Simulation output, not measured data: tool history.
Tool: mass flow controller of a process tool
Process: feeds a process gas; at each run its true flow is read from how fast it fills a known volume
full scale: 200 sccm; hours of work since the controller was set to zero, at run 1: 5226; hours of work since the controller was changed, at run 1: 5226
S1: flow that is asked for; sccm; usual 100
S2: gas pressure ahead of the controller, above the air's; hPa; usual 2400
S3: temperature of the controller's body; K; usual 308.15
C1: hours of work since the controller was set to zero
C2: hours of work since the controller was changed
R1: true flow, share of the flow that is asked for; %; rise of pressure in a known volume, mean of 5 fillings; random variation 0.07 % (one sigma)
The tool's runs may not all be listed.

{"run": 1, "hour": 0.0, "S1": 100, "S2": 2400, "S3": 308.15, "C1": 5226, "C2": 5226, "R1": 99}
{"run": 2, "hour": 74.6, "S1": 100, "S2": 2400, "S3": 308.15, "C1": 5283, "C2": 5283, "R1": 99.04}
{"run": 3, "hour": 144.5, "S1": 100, "S2": 2400, "S3": 308.15, "C1": 5336, "C2": 5336, "R1": 98.97}
{"run": 4, "hour": 222.4, "S1": 100, "S2": 2400, "S3": 308.15, "C1": 5396, "C2": 5396, "R1": 98.91}
{"run": 5, "hour": 308.0, "S1": 100, "S2": 2400, "S3": 308.15, "C1": 5461, "C2": 5461, "R1": 98.86}
{"run": 6, "hour": 362.3, "S1": 100, "S2": 2400, "S3": 308.15, "C1": 5503, "C2": 5503, "R1": 99.04}
{"run": 7, "hour": 419.0, "S1": 100, "S2": 2400, "S3": 308.15, "C1": 5546, "C2": 5546, "R1": 98.98}
{"run": 8, "hour": 476.8, "S1": 100, "S2": 2570, "S3": 308.15, "C1": 5590, "C2": 5590, "R1": 98.99}
{"run": 9, "hour": 540.5, "S1": 100, "S2": 2570, "S3": 308.15, "C1": 5639, "C2": 5639, "R1": 99}
{"run": 10, "hour": 614.0, "S1": 38, "S2": 2660, "S3": 308.15, "C1": 5695, "C2": 5695, "R1": 95.08}
{"run": 11, "hour": 656.4, "S1": 43, "S2": 1860, "S3": 302.15, "C1": 5727, "C2": 5727, "R1": 96.41}
{"run": 12, "hour": 720.6, "S1": 72, "S2": 2500, "S3": 298.15, "C1": 5776, "C2": 5776, "R1": 98.89}
{"run": 13, "hour": 775.3, "S1": 24, "S2": 2400, "S3": 295.15, "C1": 5818, "C2": 5818, "R1": 92.74}
{"run": 14, "hour": 836.8, "S1": 150, "S2": 2400, "S3": 299.15, "C1": 5865, "C2": 5865, "R1": 101.02}
{"hour": 870.4, "done": "controller exchanged for a calibrated one"}
{"run": 15, "hour": 896.1, "S1": 31, "S2": 2500, "S3": 308.15, "C1": 20, "C2": 20, "R1": 97.51}
{"run": 16, "hour": 941.7, "S1": 64, "S2": 2500, "S3": 296.15, "C1": 54, "C2": 54, "R1": 98.81}
{"run": 17, "hour": 992.2, "S1": 164, "S2": 1410, "S3": 299.15, "C1": 93, "C2": 93, "R1": 99.68}
{"run": 18, "hour": 1074.2, "S1": 93, "S2": 2400, "S3": 300.15, "C1": 156, "C2": 156, "R1": 98.78}

Hidden state or all else? Some run-to-run changes of R1, split into what the settings, what came in and random variation would give without the hidden state, and what is left for the hidden state (with any gauge scatter that isn't in both results):
The hidden state here: flow at rest that the sensor doesn't see, % of full scale; true flow over the shown one, %; drift of the gauge itself on true_pct, %.
Run 13 -> 14: S1 24 -> 150, S3 295.15 -> 299.15. R1 +8.28 %: hidden state +7.67, all else +0.61.
